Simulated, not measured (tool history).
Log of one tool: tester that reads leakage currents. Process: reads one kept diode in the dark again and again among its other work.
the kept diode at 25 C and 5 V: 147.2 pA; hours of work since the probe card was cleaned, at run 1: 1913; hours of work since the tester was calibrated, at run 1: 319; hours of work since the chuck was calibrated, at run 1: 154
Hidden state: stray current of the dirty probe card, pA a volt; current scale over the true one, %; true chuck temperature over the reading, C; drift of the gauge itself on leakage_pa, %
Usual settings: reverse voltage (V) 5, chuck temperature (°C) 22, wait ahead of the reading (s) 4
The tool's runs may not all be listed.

| run | hour | reverse voltage (V) | chuck temperature (°C) | wait ahead of the reading (s) | hours of work since the probe card was cleaned | hours of work since the tester was calibrated | hours of work since the chuck was calibrated | current that the tester gives (pA) |
|---|---|---|---|---|---|---|---|---|
| 1 | 0 | 5 | 22 | 4 | 1913 | 319 | 154 | 118.25 |
| 2 | 39.4 | 5 | 22 | 4 | 1938 | 344 | 180 | 118.99 |
| 3 | 79 | 5 | 22 | 7.92 | 1964 | 370 | 206 | 119.33 |
| 4 | 135.2 | 5 | 22 | 4 | 2001 | 407 | 242 | 121.64 |
| 5 | 197.5 | 5 | 22 | 4 | 2041 | 447 | 283 | 122.93 |
| 6 | 252.8 | 5 | 22 | 4 | 2077 | 483 | 319 | 124 |
| 7 | 286.4 | 5 | 22 | 4 | 2099 | 505 | 340 | 125.35 |
| 8 | 319.9 | 5 | 22 | 4 | 2120 | 527 | 362 | 126.11 |
| 9 | 367.7 | 5 | 22 | 4 | 2152 | 558 | 393 | 126.93 |
| 10 | 399.9 | 5 | 22 | 4 | 2172 | 579 | 414 | 128.2 |
| 11 | 458.2 | 5 | 22 | 4 | 2210 | 616 | 452 | 130.44 |
| 12 | 484.7 | 5 | 54 | 4 | 2228 | 634 | 469 | 2176.7 |
| 13 | 521.5 | 5 | 22 | 4 | 2251 | 658 | 493 | 130.99 |
| 14 | 574.5 | 5 | 22 | 4 | 2286 | 692 | 528 | 132.98 |
| 15 | 630.1 | 5 | 22 | 4 | 2322 | 728 | 564 | 133.93 |
|  | 678.4 | chuck's temperature calibrated |
| 16 | 678.5 | 2.47 | 32 | 4 | 2352 | 758 | 0 | 213.92 |
| 17 | 709.9 | 5 | 22 | 2.68 | 2373 | 779 | 20 | 114.77 |
| 18 | 761.5 | 5 | 22 | 2.68 | 2406 | 812 | 54 | 116.62 |
| 19 | 813.5 | 4.3 | 50 | 2.71 | 2440 | 846 | 88 | 1336.93 |
| 20 | 849.4 | 5 | 22 | 2.28 | 2463 | 869 | 111 | 118.28 |
| 21 | 909.1 | 17.57 | 20 | 4 | 2502 | 908 | 150 | 178.71 |
|  | 939 | probe card cleaned and baked |
| 22 | 950.8 | 15.62 | 20 | 4 | 8 | 933 | 175 | 154.8 |
| 23 | 984.3 | 1.02 | 28 | 0.38 | 29 | 955 | 197 | 106.08 |
| 24 | 1029.8 | 1.02 | 28 | 0.38 | 59 | 984 | 226 | 107.07 |
| 25 | 1059.2 | 2.51 | 28 | 9.52 | 78 | 1004 | 245 | 156.31 |
| 26 | 1120.3 | 5 | 58 | 4 | 118 | 1043 | 285 | 2832.37 |
| 27 | 1174.2 | 1.16 | 39 | 4 | 153 | 1078 | 320 | 315.64 |
| 28 | 1232.6 | 1.16 | 39 | 4 | 191 | 1116 | 358 | 318.86 |
| 29 | 1287.1 | 1.16 | 39 | 4 | 226 | 1152 | 394 | 321.61 |
| 30 | 1337.9 | 13.35 | 50 | 0.32 | 259 | 1185 | 426 | 2376.98 |

3 ways to go on from here, each from the tool as it stands after run 30. What would each give?
| A | 1371 | 13.35 | 50 | 0.51 | 281 | 1206 | 448 | ? |
| B | 1371 | 2.24 | 52 | 3.59 | 281 | 1206 | 448 | ? |
| C | 1371 | 15.86 | 53 | 3.01 | 281 | 1206 | 448 | ? |

| run | current that the tester gives (pA) |
|---|---|
| A | 2381.33 |
| B | 1308.1 |
| C | 3259.86 |
Without the tool's hidden state the same runs would have given:
| run | current that the tester gives (pA) |
|---|---|
| A | 2136.96 |
| B | 1175.38 |
| C | 2929.95 |
